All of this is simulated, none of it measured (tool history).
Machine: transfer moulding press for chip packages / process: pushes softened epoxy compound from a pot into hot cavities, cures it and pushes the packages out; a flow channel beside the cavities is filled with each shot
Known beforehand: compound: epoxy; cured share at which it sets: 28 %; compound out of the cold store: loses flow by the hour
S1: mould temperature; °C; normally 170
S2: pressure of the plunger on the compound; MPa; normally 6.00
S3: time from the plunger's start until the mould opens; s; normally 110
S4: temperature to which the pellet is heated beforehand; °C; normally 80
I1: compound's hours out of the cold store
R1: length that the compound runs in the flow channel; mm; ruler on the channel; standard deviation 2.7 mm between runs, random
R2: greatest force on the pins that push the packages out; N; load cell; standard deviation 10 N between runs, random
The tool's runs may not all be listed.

run   hour   S1    S2   S3  S4    I1   R1    R2
  1    0.0  170  6.00  110  80  10.7  725   832
  2    5.6  170  6.00  110  80  46.5  639   823
      12.9  -- cavities cleaned with cleaning compound and waxed
  3   17.0  170  6.00  110  80  16.0  707   551
  4   23.5  170  6.00  110  79  36.5  661   608
  5   32.1  170  6.00  110  72  30.1  672   634
  6   41.6  170  6.00  110  72  35.0  657   710
  7   48.0  170  6.00  110  72  47.3  628   726
  8   58.8  170  6.00  110  72   9.9  718   844
  9   67.5  164  6.00  110  80  26.8  701  1272
 10   73.1  164  6.00  110  80  23.7  706  1266
 11   77.4  170  6.00  110  80  19.1  689   860
      80.6  -- cavities cleaned with cleaning compound and waxed
 12   84.8  170  6.00  124  80  11.7  707   481
 13   91.2  170  6.00  124  80  17.5  694   515
 14   96.0  170  6.00  124  80  24.3  670   543
 15  102.4  164  6.12   91  70  34.1  680  1541
 16  110.2  174  6.22  133  76  30.0  658   527
 17  115.8  170  5.72  110  77  28.0  645   747
 18  124.4  175  5.97  134  77  11.9  678   614
 19  129.0  166  6.00  110  85  42.3  647  1011
 20  137.1  166  6.00  110  77  14.4  713  1213
 21  145.7  176  6.22  110  80  40.5  623   690
     148.7  -- cavities cleaned with cleaning compound and waxed
 22  155.1  176  6.22  110  82  24.8  651   458
 23  164.4  172  5.73  145  75   8.4  676   486
 24  170.1  172  5.73  145  75  12.2  669   520
 25  176.0  170  6.00  110  82  34.4  637   693

Run 26 comes next. What will it give?
 26  185.7  170  6.00  110  82  8.9   ?   ?

R1: 697 mm
R2: 778 N
With the hidden condition absent and the run-to-run variation left alone, this run would have shown R1 748 mm, R2 484 N.
